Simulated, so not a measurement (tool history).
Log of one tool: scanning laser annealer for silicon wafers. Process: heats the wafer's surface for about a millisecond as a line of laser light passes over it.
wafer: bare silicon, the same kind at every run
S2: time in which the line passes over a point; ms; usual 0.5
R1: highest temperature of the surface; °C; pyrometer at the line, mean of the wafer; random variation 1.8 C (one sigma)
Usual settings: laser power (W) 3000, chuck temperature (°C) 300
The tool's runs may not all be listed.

{"run": 1, "hour": 0.0, "laser power (W)": 3000, "S2": 0.5, "chuck temperature (°C)": 300, "R1": 1006}
{"run": 2, "hour": 5.5, "laser power (W)": 3000, "S2": 0.474, "chuck temperature (°C)": 300, "R1": 989}
{"run": 3, "hour": 10.9, "laser power (W)": 3000, "S2": 0.474, "chuck temperature (°C)": 300, "R1": 989}
{"run": 4, "hour": 21.2, "laser power (W)": 3000, "S2": 0.474, "chuck temperature (°C)": 337, "R1": 1025}
{"run": 5, "hour": 31.6, "laser power (W)": 3000, "S2": 0.5, "chuck temperature (°C)": 300, "R1": 1000}
{"run": 6, "hour": 41.2, "laser power (W)": 3000, "S2": 0.5, "chuck temperature (°C)": 300, "R1": 1004}
{"run": 7, "hour": 51.6, "laser power (W)": 3000, "S2": 0.5, "chuck temperature (°C)": 300, "R1": 998}
{"run": 8, "hour": 60.5, "laser power (W)": 3000, "S2": 0.5, "chuck temperature (°C)": 300, "R1": 1001}
{"run": 9, "hour": 72.0, "laser power (W)": 3000, "S2": 0.5, "chuck temperature (°C)": 300, "R1": 1003}
{"run": 10, "hour": 80.2, "laser power (W)": 3000, "S2": 0.5, "chuck temperature (°C)": 300, "R1": 1005}
{"run": 11, "hour": 85.0, "laser power (W)": 3000, "S2": 0.5, "chuck temperature (°C)": 300, "R1": 1005}
{"run": 12, "hour": 89.7, "laser power (W)": 3000, "S2": 0.5, "chuck temperature (°C)": 300, "R1": 1003}
{"run": 13, "hour": 97.3, "laser power (W)": 3000, "S2": 0.368, "chuck temperature (°C)": 300, "R1": 901}
{"run": 14, "hour": 104.1, "laser power (W)": 3000, "S2": 0.5, "chuck temperature (°C)": 300, "R1": 1002}
{"run": 15, "hour": 112.1, "laser power (W)": 3000, "S2": 0.5, "chuck temperature (°C)": 300, "R1": 1003}
{"run": 16, "hour": 121.8, "laser power (W)": 3000, "S2": 0.5, "chuck temperature (°C)": 293, "R1": 993}
{"run": 17, "hour": 130.1, "laser power (W)": 3000, "S2": 0.5, "chuck temperature (°C)": 293, "R1": 996}
{"run": 18, "hour": 137.1, "laser power (W)": 3000, "S2": 0.5, "chuck temperature (°C)": 293, "R1": 995}
{"hour": 141.0, "done": "laser's power meter calibrated"}
{"run": 19, "hour": 145.6, "laser power (W)": 3000, "S2": 0.5, "chuck temperature (°C)": 293, "R1": 995}
{"run": 20, "hour": 155.0, "laser power (W)": 2714, "S2": 0.5, "chuck temperature (°C)": 293, "R1": 906}
{"run": 21, "hour": 159.8, "laser power (W)": 2789, "S2": 0.533, "chuck temperature (°C)": 311, "R1": 969}
{"hour": 171.5, "done": "laser's power meter calibrated, once more"}
{"run": 22, "hour": 171.8, "laser power (W)": 2789, "S2": 0.533, "chuck temperature (°C)": 311, "R1": 964}
{"run": 23, "hour": 182.6, "laser power (W)": 3021, "S2": 0.62, "chuck temperature (°C)": 300, "R1": 1087}
{"run": 24, "hour": 192.4, "laser power (W)": 3119, "S2": 0.421, "chuck temperature (°C)": 333, "R1": 1008}
{"run": 25, "hour": 197.5, "laser power (W)": 3119, "S2": 0.422, "chuck temperature (°C)": 282, "R1": 958}
{"run": 26, "hour": 205.0, "laser power (W)": 3119, "S2": 0.607, "chuck temperature (°C)": 282, "R1": 1091}
{"run": 27, "hour": 213.5, "laser power (W)": 2984, "S2": 0.544, "chuck temperature (°C)": 301, "R1": 1029}
{"run": 28, "hour": 220.4, "laser power (W)": 2726, "S2": 0.477, "chuck temperature (°C)": 323, "R1": 926}
{"run": 29, "hour": 228.4, "laser power (W)": 2585, "S2": 0.392, "chuck temperature (°C)": 280, "R1": 788}
{"run": 30, "hour": 238.1, "laser power (W)": 2561, "S2": 0.529, "chuck temperature (°C)": 302, "R1": 886}
{"run": 31, "hour": 245.1, "laser power (W)": 2561, "S2": 0.529, "chuck temperature (°C)": 302, "R1": 882}
{"run": 32, "hour": 255.8, "laser power (W)": 2772, "S2": 0.5, "chuck temperature (°C)": 300, "R1": 928}
{"run": 33, "hour": 267.3, "laser power (W)": 2744, "S2": 0.51, "chuck temperature (°C)": 268, "R1": 892}
{"run": 34, "hour": 277.5, "laser power (W)": 2744, "S2": 0.51, "chuck temperature (°C)": 268, "R1": 893}
{"run": 35, "hour": 285.9, "laser power (W)": 2744, "S2": 0.393, "chuck temperature (°C)": 268, "R1": 817}
{"run": 36, "hour": 291.7, "laser power (W)": 2744, "S2": 0.393, "chuck temperature (°C)": 268, "R1": 817}
{"run": 37, "hour": 300.4, "laser power (W)": 3189, "S2": 0.465, "chuck temperature (°C)": 334, "R1": 1063}
{"run": 38, "hour": 305.5, "laser power (W)": 3000, "S2": 0.5, "chuck temperature (°C)": 281, "R1": 975}
{"run": 39, "hour": 314.9, "laser power (W)": 3000, "S2": 0.5, "chuck temperature (°C)": 281, "R1": 978}
{"run": 40, "hour": 325.8, "laser power (W)": 2854, "S2": 0.486, "chuck temperature (°C)": 321, "R1": 962}

Some steps in R1 between neighbouring runs. How much of each would the tool show without its hidden state too (settings, what came in, random variation), and how much is left for the hidden state, with any gauge scatter that isn't in both results?
The hidden state here: light that passes the window, % of a clean one's; laser's true power over the reading, %; width of the line over the set one, %; drift of the gauge itself on peak_c, C.
Run 21 -> 22: laser's power meter calibrated, once more. R1 -5 °C: hidden state -3, all else -2.
Run 25 -> 26: S2 0.422 -> 0.607. R1 +133 °C: hidden state -2, all else +135.
Run 27 -> 28: laser power (W) 2984 -> 2726, S2 0.544 -> 0.477, chuck temperature (°C) 301 -> 323. R1 -103 °C: hidden state +3, all else -106.
Run 28 -> 29: laser power (W) 2726 -> 2585, S2 0.477 -> 0.392, chuck temperature (°C) 323 -> 280. R1 -138 °C: hidden state +2, all else -140.
Run 36 -> 37: laser power (W) 2744 -> 3189, S2 0.393 -> 0.465, chuck temperature (°C) 268 -> 334. R1 +246 °C: hidden state -4, all else +250.
